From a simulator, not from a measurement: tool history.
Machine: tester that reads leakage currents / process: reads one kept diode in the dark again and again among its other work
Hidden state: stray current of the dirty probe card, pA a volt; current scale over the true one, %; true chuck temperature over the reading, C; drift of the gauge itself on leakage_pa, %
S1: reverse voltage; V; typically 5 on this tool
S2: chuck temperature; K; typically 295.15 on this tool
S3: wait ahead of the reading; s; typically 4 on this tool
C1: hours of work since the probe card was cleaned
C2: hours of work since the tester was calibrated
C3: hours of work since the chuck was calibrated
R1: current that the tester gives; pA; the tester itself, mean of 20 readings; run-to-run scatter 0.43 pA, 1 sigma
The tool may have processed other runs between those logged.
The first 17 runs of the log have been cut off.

| run | hour | S1 | S2 | S3 | C1 | C2 | C3 | R1 |
|---|---|---|---|---|---|---|---|---|
| 18 | 2117.3 | 5 | 295.15 | 3.4 | 957 | 3937 | 1075 | 155.37 |
| 19 | 2276.6 | 5 | 295.15 | 3.4 | 1036 | 4017 | 1154 | 155.68 |
| 20 | 2365.9 | 5 | 295.15 | 4.62 | 1081 | 4061 | 1198 | 156.13 |
| 21 | 2449.7 | 2.3 | 295.15 | 1.72 | 1123 | 4103 | 1240 | 108.31 |
| 22 | 2556.2 | 2.3 | 295.15 | 1.72 | 1176 | 4156 | 1293 | 108.97 |
| 23 | 2716.4 | 2.3 | 295.15 | 1.72 | 1256 | 4236 | 1373 | 109.43 |
|  | 2814.3 | chuck's temperature calibrated |
| 24 | 2892.9 | 2.3 | 295.15 | 1.72 | 1343 | 4323 | 39 | 103.79 |
| 25 | 3037.8 | 2.3 | 295.15 | 1.72 | 1415 | 4395 | 111 | 104.11 |
| 26 | 3120 | 2.3 | 295.15 | 1.72 | 1456 | 4436 | 152 | 104.15 |
|  | 3260.7 | tester calibrated |
| 27 | 3308.1 | 3.57 | 295.15 | 9.39 | 1549 | 24 | 245 | 126.33 |
| 28 | 3441 | 5 | 327.15 | 4 | 1615 | 90 | 311 | 1740.71 |
| 29 | 3573.8 | 1.61 | 307.15 | 2.67 | 1681 | 156 | 378 | 231.55 |
| 30 | 3658.8 | 1.61 | 307.15 | 2.67 | 1723 | 198 | 420 | 231.3 |
| 31 | 3764.8 | 1.61 | 307.15 | 2.67 | 1776 | 251 | 473 | 230.57 |
| 32 | 3905.7 | 4.83 | 295.15 | 4.35 | 1846 | 321 | 543 | 150.38 |
| 33 | 3983.3 | 17.6 | 295.15 | 3.77 | 1885 | 360 | 582 | 289.01 |
| 34 | 4100.3 | 5.77 | 295.15 | 6.59 | 1943 | 418 | 640 | 164.49 |
| 35 | 4227.3 | 10.25 | 320.15 | 1.22 | 2007 | 482 | 703 | 1516.66 |
| 36 | 4336.4 | 16.55 | 319.15 | 0.67 | 2061 | 536 | 758 | 1795.8 |
| 37 | 4478.6 | 18.93 | 330.15 | 1.71 | 2132 | 607 | 828 | 4107.74 |
| 38 | 4555.4 | 1.04 | 322.15 | 4 | 2170 | 645 | 867 | 594.89 |
| 39 | 4663.7 | 5 | 316.15 | 4 | 2224 | 699 | 921 | 807.85 |
| 40 | 4746.2 | 5 | 316.15 | 4 | 2265 | 740 | 962 | 811.35 |

What if the next run were any one of these 4? Each begins from the tool's condition after run 40:
| A | 4832 | 5 | 295.15 | 3.46 | 2308 | 783 | 1005 | ? |
| B | 4832 | 1.31 | 309.15 | 5.35 | 2308 | 783 | 1005 | ? |
| C | 4832 | 17.3 | 301.15 | 4 | 2308 | 783 | 1005 | ? |
| D | 4832 | 1.31 | 316.15 | 0.61 | 2308 | 783 | 1005 | ? |

| run | R1 |
|---|---|
| A | 157.42 |
| B | 252.79 |
| C | 472.04 |
| D | 430.36 |
With the hidden condition removed and each run's random variation left untouched, the same runs would have given:
| run | R1 |
|---|---|
| A | 141.87 |
| B | 237.88 |
| C | 423.14 |
| D | 407.07 |
